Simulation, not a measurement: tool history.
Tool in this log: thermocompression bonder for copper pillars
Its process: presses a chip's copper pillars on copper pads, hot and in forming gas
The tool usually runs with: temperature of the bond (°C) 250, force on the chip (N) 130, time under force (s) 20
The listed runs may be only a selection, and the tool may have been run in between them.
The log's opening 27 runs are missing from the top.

run,day,temperature of the bond (°C),force on the chip (N),time under force (s),force that shears a chip off (N)
# day 24.738: forming gas filter changed
28,25.058,246,120,15,84.2
29,26.196,246,120,15,85.1
30,27.304,246,129,20,97.9
31,28.333,273,97,28,108.2
32,29.35,258,105,58,119.4
33,30.083,263,83,11,65.4
34,30.838,263,83,11,65.5
35,31.446,250,147,14,101.1
36,32.575,229,186,12,95.6
37,33.1,262,130,14,103.8
38,34.133,262,130,14,102.8
39,34.979,262,130,14,103.2

Predict each of these 3 candidate next runs independently; none follows another, all start after run 39:
A,35.733,250,194,20,?
B,35.733,250,107,20,?
C,35.733,261,98,37,?

run,force that shears a chip off (N)
A,129.7
B,86.8
C,108.5
The same runs, with their run-to-run variation unchanged, on a tool lacking any hidden condition would have given:
run,force that shears a chip off (N)
A,129.9
B,86.8
C,108.6
